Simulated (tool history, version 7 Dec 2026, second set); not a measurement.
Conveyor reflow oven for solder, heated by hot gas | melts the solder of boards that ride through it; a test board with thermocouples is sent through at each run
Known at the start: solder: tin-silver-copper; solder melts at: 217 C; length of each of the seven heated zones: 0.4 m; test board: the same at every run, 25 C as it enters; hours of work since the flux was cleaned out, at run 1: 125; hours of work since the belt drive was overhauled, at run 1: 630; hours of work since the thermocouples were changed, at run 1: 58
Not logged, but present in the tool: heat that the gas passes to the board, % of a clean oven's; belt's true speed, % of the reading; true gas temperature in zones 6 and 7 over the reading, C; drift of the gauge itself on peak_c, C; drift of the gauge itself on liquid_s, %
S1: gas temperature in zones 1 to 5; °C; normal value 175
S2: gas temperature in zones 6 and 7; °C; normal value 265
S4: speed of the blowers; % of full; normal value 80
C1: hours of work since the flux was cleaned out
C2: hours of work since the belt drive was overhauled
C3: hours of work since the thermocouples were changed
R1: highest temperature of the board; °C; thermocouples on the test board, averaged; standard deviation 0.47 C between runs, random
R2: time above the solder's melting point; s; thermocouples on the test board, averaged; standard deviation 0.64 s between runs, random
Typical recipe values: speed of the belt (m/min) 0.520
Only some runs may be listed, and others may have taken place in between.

run 1 day=0.000 | S1=175 S2=265 speed_of_the_belt_(m/min)=0.520 S4=80 | C1=125 C2=630 C3=58 | R1=248.9 R2=66.2
run 2 day=1.642 | S1=175 S2=265 speed_of_the_belt_(m/min)=0.520 S4=80 | C1=142 C2=646 C3=75 | R1=248.7 R2=67.3
run 3 day=3.038 | S1=175 S2=265 speed_of_the_belt_(m/min)=0.520 S4=80 | C1=156 C2=660 C3=89 | R1=249.3 R2=66.3
run 4 day=4.375 | S1=175 S2=265 speed_of_the_belt_(m/min)=0.520 S4=80 | C1=169 C2=674 C3=102 | R1=248.6 R2=66.5
run 5 day=5.425 | S1=175 S2=265 speed_of_the_belt_(m/min)=0.520 S4=89 | C1=180 C2=684 C3=112 | R1=250.7 R2=67.7
run 6 day=6.512 | S1=175 S2=278 speed_of_the_belt_(m/min)=0.520 S4=80 | C1=190 C2=695 C3=123 | R1=260.7 R2=76.1
run 7 day=8.142 | S1=175 S2=260 speed_of_the_belt_(m/min)=0.520 S4=80 | C1=207 C2=711 C3=140 | R1=245.5 R2=62.8
run 8 day=9.979 | S1=175 S2=260 speed_of_the_belt_(m/min)=0.520 S4=80 | C1=225 C2=730 C3=158 | R1=244.4 R2=61.7
run 9 day=11.704 | S1=175 S2=260 speed_of_the_belt_(m/min)=0.520 S4=80 | C1=242 C2=747 C3=175 | R1=244.9 R2=62.9
run 10 day=13.612 | S1=175 S2=260 speed_of_the_belt_(m/min)=0.520 S4=80 | C1=261 C2=766 C3=194 | R1=244.7 R2=61.8
run 11 day=15.158 | S1=175 S2=279 speed_of_the_belt_(m/min)=0.520 S4=80 | C1=277 C2=781 C3=210 | R1=261.7 R2=75.9
run 12 day=17.004 | S1=162 S2=265 speed_of_the_belt_(m/min)=0.520 S4=80 | C1=295 C2=800 C3=228 | R1=246.3 R2=59.2
run 13 day=18.542 | S1=175 S2=265 speed_of_the_belt_(m/min)=0.520 S4=80 | C1=311 C2=815 C3=243 | R1=249.1 R2=66.3
run 14 day=19.729 | S1=175 S2=265 speed_of_the_belt_(m/min)=0.520 S4=80 | C1=322 C2=827 C3=255 | R1=249.6 R2=66.1
run 15 day=21.792 | S1=175 S2=265 speed_of_the_belt_(m/min)=0.520 S4=80 | C1=343 C2=848 C3=276 | R1=249.3 R2=66.6
run 16 day=23.479 | S1=175 S2=265 speed_of_the_belt_(m/min)=0.520 S4=80 | C1=360 C2=864 C3=293 | R1=247.6 R2=67.8
run 17 day=24.450 | S1=175 S2=265 speed_of_the_belt_(m/min)=0.520 S4=80 | C1=370 C2=874 C3=302 | R1=249.0 R2=66.0
run 18 day=26.021 | S1=176 S2=265 speed_of_the_belt_(m/min)=0.550 S4=67 | C1=385 C2=890 C3=318 | R1=243.2 R2=55.4
run 19 day=27.279 | S1=176 S2=265 speed_of_the_belt_(m/min)=0.550 S4=67 | C1=398 C2=902 C3=331 | R1=242.9 R2=55.8
-- day=28.567 belt drive overhauled, speed set with a stopwatch
run 20 day=29.121 | S1=176 S2=265 speed_of_the_belt_(m/min)=0.537 S4=90 | C1=415 C2=6 C3=347 | R1=250.7 R2=66.2
run 21 day=30.412 | S1=176 S2=265 speed_of_the_belt_(m/min)=0.537 S4=90 | C1=428 C2=18 C3=360 | R1=250.9 R2=65.5
run 22 day=31.904 | S1=189 S2=269 speed_of_the_belt_(m/min)=0.537 S4=90 | C1=442 C2=33 C3=375 | R1=256.1 R2=77.2
run 23 day=33.229 | S1=189 S2=269 speed_of_the_belt_(m/min)=0.463 S4=68 | C1=456 C2=47 C3=389 | R1=255.9 R2=87.2
-- day=34.317 flux residue cleaned out of gas plates and filters
run 24 day=34.938 | S1=175 S2=259 speed_of_the_belt_(m/min)=0.433 S4=63 | C1=6 C2=62 C3=404 | R1=244.3 R2=75.4
run 25 day=36.417 | S1=189 S2=257 speed_of_the_belt_(m/min)=0.474 S4=63 | C1=21 C2=76 C3=418 | R1=243.5 R2=74.1
run 26 day=37.325 | S1=186 S2=256 speed_of_the_belt_(m/min)=0.480 S4=67 | C1=30 C2=85 C3=427 | R1=242.7 R2=71.3
run 27 day=38.388 | S1=186 S2=256 speed_of_the_belt_(m/min)=0.480 S4=67 | C1=41 C2=96 C3=438 | R1=242.5 R2=71.0
run 28 day=40.279 | S1=161 S2=270 speed_of_the_belt_(m/min)=0.589 S4=74 | C1=60 C2=115 C3=457 | R1=244.0 R2=47.1
run 29 day=42.221 | S1=161 S2=267 speed_of_the_belt_(m/min)=0.589 S4=74 | C1=79 C2=134 C3=476 | R1=241.9 R2=44.1
run 30 day=43.462 | S1=161 S2=267 speed_of_the_belt_(m/min)=0.589 S4=74 | C1=91 C2=147 C3=489 | R1=242.8 R2=44.5
run 31 day=45.475 | S1=183 S2=265 speed_of_the_belt_(m/min)=0.520 S4=58 | C1=112 C2=167 C3=509 | R1=244.4 R2=61.9
run 32 day=47.412 | S1=175 S2=265 speed_of_the_belt_(m/min)=0.520 S4=77 | C1=131 C2=186 C3=528 | R1=247.4 R2=64.9

Take each entry between the runs: how does the hidden state at the last listed run before it differ from the hidden state at the first listed run after it?
In the gap between runs 19 and 20: belt drive overhauled, speed set with a stopwatch (day 28.567)
  belt's true speed, % of the reading: 99.89 -> 100
In the gap between runs 23 and 24: flux residue cleaned out of gas plates and filters (day 34.317)
  heat that the gas passes to the board, % of a clean oven's: 99.3 -> 100
